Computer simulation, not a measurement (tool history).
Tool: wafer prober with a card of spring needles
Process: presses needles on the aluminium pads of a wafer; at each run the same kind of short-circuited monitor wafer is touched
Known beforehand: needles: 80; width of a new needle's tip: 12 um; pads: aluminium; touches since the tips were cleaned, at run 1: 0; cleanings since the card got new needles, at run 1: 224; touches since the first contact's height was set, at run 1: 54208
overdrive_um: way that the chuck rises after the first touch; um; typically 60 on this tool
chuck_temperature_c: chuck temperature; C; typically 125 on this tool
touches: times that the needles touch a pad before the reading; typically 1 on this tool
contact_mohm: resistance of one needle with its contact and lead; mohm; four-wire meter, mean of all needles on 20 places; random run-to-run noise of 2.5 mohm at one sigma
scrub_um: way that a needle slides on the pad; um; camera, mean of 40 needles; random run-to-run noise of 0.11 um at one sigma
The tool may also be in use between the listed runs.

| run | day | overdrive_um | chuck_temperature_c | touches | touches since the tips were cleaned | cleanings since the card got new needles | touches since the first contact's height was set | contact_mohm | scrub_um |
|---|---|---|---|---|---|---|---|---|---|
| 1 | 0 | 60 | 125 | 1 | 0 | 224 | 54208 | 312 | 12.29 |
|  | 0.146 | tips cleaned on abrasive film |
|  | 0.288 | tips cleaned on abrasive film |
|  | 0.433 | tips cleaned on abrasive film |
| 2 | 0.546 | 60 | 125 | 1 | 1780 | 227 | 62668 | 440 | 12.2 |
|  | 0.575 | tips cleaned on abrasive film |
|  | 0.721 | tips cleaned on abrasive film |
|  | 0.867 | tips cleaned on abrasive film |
|  | 1.008 | tips cleaned on abrasive film |
|  | 1.154 | tips cleaned on abrasive film |
| 3 | 1.175 | 60 | 125 | 1 | 358 | 232 | 72379 | 341 | 12.08 |
|  | 1.292 | tips cleaned on abrasive film |
|  | 1.408 | tips cleaned on abrasive film |
| 4 | 1.517 | 60 | 125 | 1 | 1717 | 234 | 77659 | 427 | 12.11 |
|  | 1.55 | tips cleaned on abrasive film |
|  | 1.667 | tips cleaned on abrasive film |
|  | 1.808 | tips cleaned on abrasive film |
|  | 1.954 | tips cleaned on abrasive film |
| 5 | 2.012 | 60 | 125 | 1 | 937 | 238 | 85276 | 381 | 12 |
|  | 2.071 | tips cleaned on abrasive film |
|  | 2.217 | tips cleaned on abrasive film |
|  | 2.362 | tips cleaned on abrasive film |
|  | 2.504 | tips cleaned on abrasive film |
|  | 2.65 | tips cleaned on abrasive film |
| 6 | 2.712 | 60 | 125 | 1 | 1000 | 243 | 96074 | 393 | 12.08 |
|  | 2.771 | tips cleaned on abrasive film |
|  | 2.917 | tips cleaned on abrasive film |
|  | 3.058 | tips cleaned on abrasive film |
|  | 3.175 | tips cleaned on abrasive film |
| 7 | 3.217 | 48 | 125 | 1 | 613 | 247 | 103813 | 412 | 9.25 |
|  | 3.304 | tips cleaned on abrasive film |
|  | 3.446 | tips cleaned on abrasive film |
|  | 3.592 | tips cleaned on abrasive film |
|  | 3.738 | tips cleaned on abrasive film |
|  | 3.85 | tips cleaned on abrasive film |
| 8 | 3.875 | 48 | 125 | 1 | 364 | 252 | 113976 | 389 | 9.21 |
|  | 3.992 | tips cleaned on abrasive film |
|  | 4.108 | tips cleaned on abrasive film |
|  | 4.25 | tips cleaned on abrasive film |
|  | 4.367 | tips cleaned on abrasive film |
|  | 4.483 | tips cleaned on abrasive film |
| 9 | 4.546 | 60 | 75 | 1 | 1013 | 257 | 124343 | 397 | 11.61 |
|  | 4.608 | tips cleaned on abrasive film |
|  | 4.754 | tips cleaned on abrasive film |
|  | 4.896 | tips cleaned on abrasive film |
|  | 5.012 | tips cleaned on abrasive film |
|  | 5.158 | tips cleaned on abrasive film |
|  | 5.275 | tips cleaned on abrasive film |
| 10 | 5.296 | 60 | 125 | 1 | 367 | 263 | 135846 | 342 | 11.6 |
|  | 5.412 | tips cleaned on abrasive film |
|  | 5.508 | height of the first contact set anew |
|  | 5.542 | tips cleaned on abrasive film |
|  | 5.683 | tips cleaned on abrasive film |
|  | 5.8 | tips cleaned on abrasive film |
|  | 5.946 | tips cleaned on abrasive film |
| 11 | 5.971 | 60 | 125 | 1 | 374 | 268 | 7055 | 346 | 12.51 |
|  | 6.083 | tips cleaned on abrasive film |
|  | 6.229 | tips cleaned on abrasive film |
|  | 6.375 | tips cleaned on abrasive film |
|  | 6.517 | tips cleaned on abrasive film |
|  | 6.638 | tips cleaned on abrasive film |
| 12 | 6.638 | 60 | 125 | 1 | 0 | 273 | 17350 | 321 | 12.61 |
|  | 6.779 | tips cleaned on abrasive film |
|  | 6.896 | tips cleaned on abrasive film |
|  | 7.042 | tips cleaned on abrasive film |
|  | 7.158 | tips cleaned on abrasive film |
| 13 | 7.162 | 41 | 125 | 1 | 103 | 277 | 25464 | 355 | 8.35 |
|  | 7.279 | tips cleaned on abrasive film |
|  | 7.396 | tips cleaned on abrasive film |
|  | 7.512 | tips cleaned on abrasive film |
|  | 7.658 | tips cleaned on abrasive film |
| 14 | 7.696 | 65 | 39 | 1 | 622 | 281 | 33655 | 334 | 13.45 |
|  | 7.783 | tips cleaned on abrasive film |
|  | 7.9 | tips cleaned on abrasive film |
|  | 8.017 | tips cleaned on abrasive film |
|  | 8.162 | tips cleaned on abrasive film |
| 15 | 8.162 | 65 | 28 | 1 | 57 | 285 | 40838 | 291 | 13.32 |
|  | 8.279 | tips cleaned on abrasive film |
|  | 8.425 | tips cleaned on abrasive film |
|  | 8.542 | tips cleaned on abrasive film |
| 16 | 8.629 | 62 | 69 | 1 | 1420 | 288 | 48052 | 399 | 12.51 |
|  | 8.662 | tips cleaned on abrasive film |
|  | 8.779 | tips cleaned on abrasive film |
|  | 8.921 | tips cleaned on abrasive film |
|  | 9.067 | tips cleaned on abrasive film |
| 17 | 9.162 | 62 | 69 | 1 | 1490 | 292 | 56222 | 423 | 12.59 |
|  | 9.192 | tips cleaned on abrasive film |
|  | 9.308 | tips cleaned on abrasive film |
|  | 9.454 | tips cleaned on abrasive film |
| 18 | 9.554 | 44 | 36 | 2 | 1612 | 295 | 62287 | 476 | 8.83 |
|  | 9.588 | tips cleaned on abrasive film |
|  | 9.729 | tips cleaned on abrasive film |
|  | 9.875 | tips cleaned on abrasive film |
|  | 10.021 | tips cleaned on abrasive film |
|  | 10.138 | tips cleaned on abrasive film |
| 19 | 10.171 | 60 | 84 | 1 | 556 | 300 | 71749 | 358 | 12.14 |
|  | 10.258 | tips cleaned on abrasive film |
|  | 10.404 | tips cleaned on abrasive film |
|  | 10.546 | tips cleaned on abrasive film |
|  | 10.692 | tips cleaned on abrasive film |
|  | 10.838 | tips cleaned on abrasive film |
|  | 10.95 | tips cleaned on abrasive film |
| 20 | 10.971 | 41 | 84 | 1 | 310 | 306 | 84086 | 412 | 8.08 |
|  | 11.088 | tips cleaned on abrasive film |
|  | 11.233 | tips cleaned on abrasive film |
|  | 11.375 | tips cleaned on abrasive film |
|  | 11.875 | card fitted with new needles |
|  | 11.992 | tips cleaned on abrasive film |
|  | 12.138 | tips cleaned on abrasive film |
| 21 | 12.217 | 57 | 102 | 2 | 1284 | 2 | 5292 | 320 | 12.01 |
|  | 12.275 | tips cleaned on abrasive film |
|  | 12.392 | tips cleaned on abrasive film |
|  | 12.538 | tips cleaned on abrasive film |
|  | 12.683 | tips cleaned on abrasive film |
|  | 12.825 | tips cleaned on abrasive film |
| 22 | 12.838 | 57 | 102 | 2 | 195 | 7 | 14839 | 295 | 11.88 |
|  | 12.954 | tips cleaned on abrasive film |
|  | 13.1 | tips cleaned on abrasive film |
|  | 13.217 | tips cleaned on abrasive film |
|  | 13.358 | tips cleaned on abrasive film |
|  | 13.504 | tips cleaned on abrasive film |
| 23 | 13.521 | 60 | 93 | 1 | 299 | 12 | 25382 | 302 | 12.47 |
|  | 13.638 | tips cleaned on abrasive film |
|  | 13.783 | tips cleaned on abrasive film |
|  | 13.9 | tips cleaned on abrasive film |
| 24 | 13.967 | 48 | 125 | 1 | 1056 | 15 | 32228 | 358 | 9.91 |
|  | 14.025 | tips cleaned on abrasive film |
|  | 14.142 | tips cleaned on abrasive film |
|  | 14.283 | tips cleaned on abrasive film |
|  | 14.425 | tips cleaned on abrasive film |
| 25 | 14.425 | 78 | 57 | 2 | 0 | 19 | 39308 | 267 | 16.04 |
|  | 14.571 | tips cleaned on abrasive film |
|  | 14.717 | tips cleaned on abrasive film |
| 26 | 14.796 | 65 | 115 | 1 | 1258 | 21 | 45020 | 341 | 13.32 |

Hidden condition of the tool, last listed run before each entry between runs versus first listed run after:
Between runs 1 and 2: tips cleaned on abrasive film (day 0.146); tips cleaned on abrasive film (day 0.288); tips cleaned on abrasive film (day 0.433)
  debris on the tips, nm: 6.3 -> 67; way that the needles fall short of the set height, um: 1.99 -> 2.22; tips' diameter, um: 17.9 -> 17.98
  the result without the hidden state subtracted from the measured one, contact_mohm: +23 -> +149 mohm; scrub_um: -0.43 -> -0.47 um
Between runs 2 and 3: tips cleaned on abrasive film (day 0.575); tips cleaned on abrasive film (day 0.721); tips cleaned on abrasive film (day 0.867); tips cleaned on abrasive film (day 1.008); tips cleaned on abrasive film (day 1.154)
  debris on the tips, nm: 67 -> 18.2; way that the needles fall short of the set height, um: 2.22 -> 2.64; tips' diameter, um: 17.98 -> 18.12
  the result without the hidden state subtracted from the measured one, contact_mohm: +149 -> +50 mohm; scrub_um: -0.47 -> -0.56 um
Between runs 3 and 4: tips cleaned on abrasive film (day 1.292); tips cleaned on abrasive film (day 1.408)
  debris on the tips, nm: 18.2 -> 58.8; way that the needles fall short of the set height, um: 2.64 -> 2.78; tips' diameter, um: 18.12 -> 18.17
  the result without the hidden state subtracted from the measured one, contact_mohm: +50 -> +136 mohm; scrub_um: -0.56 -> -0.59 um
Between runs 4 and 5: tips cleaned on abrasive film (day 1.55); tips cleaned on abrasive film (day 1.667); tips cleaned on abrasive film (day 1.808); tips cleaned on abrasive film (day 1.954)
  debris on the tips, nm: 58.8 -> 35.3; way that the needles fall short of the set height, um: 2.78 -> 3.11; tips' diameter, um: 18.17 -> 18.29
  the result without the hidden state subtracted from the measured one, contact_mohm: +136 -> +90 mohm; scrub_um: -0.59 -> -0.66 um
Between runs 5 and 6: tips cleaned on abrasive film (day 2.071); tips cleaned on abrasive film (day 2.217); tips cleaned on abrasive film (day 2.362); tips cleaned on abrasive film (day 2.504); tips cleaned on abrasive film (day 2.65)
  debris on the tips, nm: 35.3 -> 37.5; way that the needles fall short of the set height, um: 3.11 -> 3.5; tips' diameter, um: 18.29 -> 18.42
  the result without the hidden state subtracted from the measured one, contact_mohm: +90 -> +98 mohm; scrub_um: -0.66 -> -0.73 um
Between runs 6 and 7: tips cleaned on abrasive film (day 2.771); tips cleaned on abrasive film (day 2.917); tips cleaned on abrasive film (day 3.058); tips cleaned on abrasive film (day 3.175)
  debris on the tips, nm: 37.5 -> 27.6; way that the needles fall short of the set height, um: 3.5 -> 3.82; tips' diameter, um: 18.42 -> 18.54
  the result without the hidden state subtracted from the measured one, contact_mohm: +98 -> +115 mohm; scrub_um: -0.73 -> -0.8 um
Between runs 7 and 8: tips cleaned on abrasive film (day 3.304); tips cleaned on abrasive film (day 3.446); tips cleaned on abrasive film (day 3.592); tips cleaned on abrasive film (day 3.738); tips cleaned on abrasive film (day 3.85)
  debris on the tips, nm: 27.6 -> 20.2; way that the needles fall short of the set height, um: 3.82 -> 4.22; tips' diameter, um: 18.54 -> 18.68
  the result without the hidden state subtracted from the measured one, contact_mohm: +115 -> +93 mohm; scrub_um: -0.8 -> -0.89 um
Between runs 8 and 9: tips cleaned on abrasive film (day 3.992); tips cleaned on abrasive film (day 4.108); tips cleaned on abrasive film (day 4.25); tips cleaned on abrasive film (day 4.367); tips cleaned on abrasive film (day 4.483)
  debris on the tips, nm: 20.2 -> 41.8; way that the needles fall short of the set height, um: 4.22 -> 4.58; tips' diameter, um: 18.68 -> 18.8
  the result without the hidden state subtracted from the measured one, contact_mohm: +93 -> +121 mohm; scrub_um: -0.89 -> -0.97 um
Between runs 9 and 10: tips cleaned on abrasive film (day 4.608); tips cleaned on abrasive film (day 4.754); tips cleaned on abrasive film (day 4.896); tips cleaned on abrasive film (day 5.012); tips cleaned on abrasive film (day 5.158); tips cleaned on abrasive film (day 5.275)
  debris on the tips, nm: 41.8 -> 16; way that the needles fall short of the set height, um: 4.58 -> 5.05; tips' diameter, um: 18.8 -> 18.97
  the result without the hidden state subtracted from the measured one, contact_mohm: +121 -> +53 mohm; scrub_um: -0.97 -> -1.06 um
Between runs 10 and 11: tips cleaned on abrasive film (day 5.412); height of the first contact set anew (day 5.508); tips cleaned on abrasive film (day 5.542); tips cleaned on abrasive film (day 5.683); tips cleaned on abrasive film (day 5.8); tips cleaned on abrasive film (day 5.946)
  debris on the tips, nm: 16 -> 18.9; way that the needles fall short of the set height, um: 5.05 -> 0.26; tips' diameter, um: 18.97 -> 19.08
  the result without the hidden state subtracted from the measured one, contact_mohm: +53 -> +52 mohm; scrub_um: -1.06 -> -0.05 um
Between runs 11 and 12: tips cleaned on abrasive film (day 6.083); tips cleaned on abrasive film (day 6.229); tips cleaned on abrasive film (day 6.375); tips cleaned on abrasive film (day 6.517); tips cleaned on abrasive film (day 6.638)
  debris on the tips, nm: 18.9 -> 7.4; way that the needles fall short of the set height, um: 0.26 -> 0.68; tips' diameter, um: 19.08 -> 19.22
  the result without the hidden state subtracted from the measured one, contact_mohm: +52 -> +28 mohm; scrub_um: -0.05 -> -0.14 um
Between runs 12 and 13: tips cleaned on abrasive film (day 6.779); tips cleaned on abrasive film (day 6.896); tips cleaned on abrasive film (day 7.042); tips cleaned on abrasive film (day 7.158)
  way that the needles fall short of the set height, um: 0.68 -> 0.97; tips' diameter, um: 19.22 -> 19.33
  the result without the hidden state subtracted from the measured one, contact_mohm: +28 -> +54 mohm; scrub_um: -0.14 -> -0.21 um
Between runs 13 and 14: tips cleaned on abrasive film (day 7.279); tips cleaned on abrasive film (day 7.396); tips cleaned on abrasive film (day 7.512); tips cleaned on abrasive film (day 7.658)
  debris on the tips, nm: 7.4 -> 24.8; way that the needles fall short of the set height, um: 0.97 -> 1.29; tips' diameter, um: 19.33 -> 19.44
  the result without the hidden state subtracted from the measured one, contact_mohm: +54 -> +66 mohm; scrub_um: -0.21 -> -0.28 um
Between runs 14 and 15: tips cleaned on abrasive film (day 7.783); tips cleaned on abrasive film (day 7.9); tips cleaned on abrasive film (day 8.017); tips cleaned on abrasive film (day 8.162)
  debris on the tips, nm: 24.8 -> 8.4; way that the needles fall short of the set height, um: 1.29 -> 1.57; tips' diameter, um: 19.44 -> 19.54
  the result without the hidden state subtracted from the measured one, contact_mohm: +66 -> +29 mohm; scrub_um: -0.28 -> -0.33 um
Between runs 15 and 16: tips cleaned on abrasive film (day 8.279); tips cleaned on abrasive film (day 8.425); tips cleaned on abrasive film (day 8.542)
  debris on the tips, nm: 8.4 -> 48.6; way that the needles fall short of the set height, um: 1.57 -> 1.74; tips' diameter, um: 19.54 -> 19.6
  the result without the hidden state subtracted from the measured one, contact_mohm: +29 -> +128 mohm; scrub_um: -0.33 -> -0.36 um
Between runs 16 and 17: tips cleaned on abrasive film (day 8.662); tips cleaned on abrasive film (day 8.779); tips cleaned on abrasive film (day 8.921); tips cleaned on abrasive film (day 9.067)
  debris on the tips, nm: 48.6 -> 56.8; way that the needles fall short of the set height, um: 1.74 -> 2.03; tips' diameter, um: 19.6 -> 19.7
  the result without the hidden state subtracted from the measured one, contact_mohm: +128 -> +152 mohm; scrub_um: -0.36 -> -0.42 um
Between runs 17 and 18: tips cleaned on abrasive film (day 9.192); tips cleaned on abrasive film (day 9.308); tips cleaned on abrasive film (day 9.454)
  debris on the tips, nm: 56.8 -> 61.3; way that the needles fall short of the set height, um: 2.03 -> 2.25; tips' diameter, um: 19.7 -> 19.77
  the result without the hidden state subtracted from the measured one, contact_mohm: +152 -> +207 mohm; scrub_um: -0.42 -> -0.48 um
Between runs 18 and 19: tips cleaned on abrasive film (day 9.588); tips cleaned on abrasive film (day 9.729); tips cleaned on abrasive film (day 9.875); tips cleaned on abrasive film (day 10.021); tips cleaned on abrasive film (day 10.138)
  debris on the tips, nm: 61.3 -> 26.6; way that the needles fall short of the set height, um: 2.25 -> 2.6; tips' diameter, um: 19.77 -> 19.9
  the result without the hidden state subtracted from the measured one, contact_mohm: +207 -> +82 mohm; scrub_um: -0.48 -> -0.55 um
Between runs 19 and 20: tips cleaned on abrasive film (day 10.258); tips cleaned on abrasive film (day 10.404); tips cleaned on abrasive film (day 10.546); tips cleaned on abrasive film (day 10.692); tips cleaned on abrasive film (day 10.838); tips cleaned on abrasive film (day 10.95)
  debris on the tips, nm: 26.6 -> 16.6; way that the needles fall short of the set height, um: 2.6 -> 3.04; tips' diameter, um: 19.9 -> 20.05
  the result without the hidden state subtracted from the measured one, contact_mohm: +82 -> +121 mohm; scrub_um: -0.55 -> -0.64 um
Between runs 20 and 21: tips cleaned on abrasive film (day 11.088); tips cleaned on abrasive film (day 11.233); tips cleaned on abrasive film (day 11.375); card fitted with new needles (day 11.875); tips cleaned on abrasive film (day 11.992); tips cleaned on abrasive film (day 12.138)
  debris on the tips, nm: 16.6 -> 47.6; way that the needles fall short of the set height, um: 3.04 -> 0.16; tips' diameter, um: 20.05 -> 12.06
  the result without the hidden state subtracted from the measured one, contact_mohm: +121 -> +34 mohm; scrub_um: -0.64 -> -0.04 um
Between runs 21 and 22: tips cleaned on abrasive film (day 12.275); tips cleaned on abrasive film (day 12.392); tips cleaned on abrasive film (day 12.538); tips cleaned on abrasive film (day 12.683); tips cleaned on abrasive film (day 12.825)
  debris on the tips, nm: 47.6 -> 12.8; way that the needles fall short of the set height, um: 0.16 -> 0.53; tips' diameter, um: 12.06 -> 12.19
  the result without the hidden state subtracted from the measured one, contact_mohm: +34 -> +10 mohm; scrub_um: -0.04 -> -0.11 um
Between runs 22 and 23: tips cleaned on abrasive film (day 12.954); tips cleaned on abrasive film (day 13.1); tips cleaned on abrasive film (day 13.217); tips cleaned on abrasive film (day 13.358); tips cleaned on abrasive film (day 13.504)
  debris on the tips, nm: 12.8 -> 18.6; way that the needles fall short of the set height, um: 0.53 -> 0.87; tips' diameter, um: 12.19 -> 12.31
  the result without the hidden state subtracted from the measured one, contact_mohm: +10 -> +22 mohm; scrub_um: -0.11 -> -0.18 um
Between runs 23 and 24: tips cleaned on abrasive film (day 13.638); tips cleaned on abrasive film (day 13.783); tips cleaned on abrasive film (day 13.9)
  debris on the tips, nm: 18.6 -> 36.4; way that the needles fall short of the set height, um: 0.87 -> 1.1; tips' diameter, um: 12.31 -> 12.38
  the result without the hidden state subtracted from the measured one, contact_mohm: +22 -> +62 mohm; scrub_um: -0.18 -> -0.24 um
Between runs 24 and 25: tips cleaned on abrasive film (day 14.025); tips cleaned on abrasive film (day 14.142); tips cleaned on abrasive film (day 14.283); tips cleaned on abrasive film (day 14.425)
  debris on the tips, nm: 36.4 -> 8.7; way that the needles fall short of the set height, um: 1.1 -> 1.38; tips' diameter, um: 12.38 -> 12.48
  the result without the hidden state subtracted from the measured one, contact_mohm: +62 -> +5 mohm; scrub_um: -0.24 -> -0.29 um
Between runs 25 and 26: tips cleaned on abrasive film (day 14.571); tips cleaned on abrasive film (day 14.717)
  debris on the tips, nm: 8.7 -> 47.6; way that the needles fall short of the set height, um: 1.38 -> 1.53; tips' diameter, um: 12.48 -> 12.54
  the result without the hidden state subtracted from the measured one, contact_mohm: +5 -> +50 mohm; scrub_um: -0.29 -> -0.32 um

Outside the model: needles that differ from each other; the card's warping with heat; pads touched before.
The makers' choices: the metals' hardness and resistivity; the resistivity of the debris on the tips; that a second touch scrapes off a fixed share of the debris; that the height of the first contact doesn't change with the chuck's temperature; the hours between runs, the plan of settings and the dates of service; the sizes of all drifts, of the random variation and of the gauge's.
